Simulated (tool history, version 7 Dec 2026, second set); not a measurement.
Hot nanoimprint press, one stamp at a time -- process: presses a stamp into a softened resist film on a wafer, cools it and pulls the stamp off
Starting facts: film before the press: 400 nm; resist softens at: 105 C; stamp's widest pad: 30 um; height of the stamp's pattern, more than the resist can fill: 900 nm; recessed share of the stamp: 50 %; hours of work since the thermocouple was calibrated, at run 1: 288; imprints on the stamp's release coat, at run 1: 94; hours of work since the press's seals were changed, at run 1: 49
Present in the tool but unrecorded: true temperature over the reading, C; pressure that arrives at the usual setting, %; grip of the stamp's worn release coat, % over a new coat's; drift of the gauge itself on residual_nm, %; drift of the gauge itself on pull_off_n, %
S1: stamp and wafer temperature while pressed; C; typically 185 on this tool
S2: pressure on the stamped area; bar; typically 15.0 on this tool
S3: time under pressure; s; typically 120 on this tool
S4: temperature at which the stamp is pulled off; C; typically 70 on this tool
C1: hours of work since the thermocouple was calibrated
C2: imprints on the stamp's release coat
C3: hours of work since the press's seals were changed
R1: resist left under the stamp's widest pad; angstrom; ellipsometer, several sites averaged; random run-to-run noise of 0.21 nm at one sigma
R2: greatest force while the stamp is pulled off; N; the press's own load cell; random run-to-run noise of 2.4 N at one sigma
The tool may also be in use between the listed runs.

run 1 hour=0.0 | S1=185 S2=15.0 S3=120 S4=70 | C1=288 C2=94 C3=49 | R1=1753 R2=116
run 2 hour=5.6 | S1=185 S2=17.7 S3=120 S4=70 | C1=290 C2=105 C3=52 | R1=1638 R2=110
run 3 hour=14.1 | S1=185 S2=17.7 S3=120 S4=70 | C1=295 C2=122 C3=57 | R1=1639 R2=118
run 4 hour=19.1 | S1=185 S2=17.7 S3=120 S4=57 | C1=297 C2=131 C3=59 | R1=1638 R2=150
run 5 hour=28.7 | S1=185 S2=17.7 S3=120 S4=57 | C1=302 C2=150 C3=64 | R1=1641 R2=151
run 6 hour=35.9 | S1=185 S2=17.7 S3=120 S4=57 | C1=306 C2=164 C3=68 | R1=1638 R2=155
run 7 hour=43.7 | S1=188 S2=17.7 S3=120 S4=74 | C1=310 C2=179 C3=72 | R1=1459 R2=108
run 8 hour=49.5 | S1=188 S2=17.7 S3=120 S4=74 | C1=313 C2=190 C3=75 | R1=1458 R2=105
run 9 hour=57.3 | S1=185 S2=15.0 S3=77 S4=70 | C1=317 C2=205 C3=79 | R1=2080 R2=123
run 10 hour=66.0 | S1=185 S2=15.0 S3=77 S4=70 | C1=322 C2=222 C3=83 | R1=2083 R2=119
run 11 hour=71.0 | S1=185 S2=19.1 S3=120 S4=70 | C1=324 C2=232 C3=86 | R1=1592 R2=122

Results for each run, recomputed without the tool's hidden state and with each run's random variation untouched:
run=1 R1=1784 R2=113
run=2 R1=1667 R2=106
run=3 R1=1667 R2=113
run=4 R1=1667 R2=143
run=5 R1=1670 R2=143
run=6 R1=1667 R2=145
run=7 R1=1485 R2=102
run=8 R1=1484 R2=98
run=9 R1=2114 R2=114
run=10 R1=2117 R2=110
run=11 R1=1621 R2=112

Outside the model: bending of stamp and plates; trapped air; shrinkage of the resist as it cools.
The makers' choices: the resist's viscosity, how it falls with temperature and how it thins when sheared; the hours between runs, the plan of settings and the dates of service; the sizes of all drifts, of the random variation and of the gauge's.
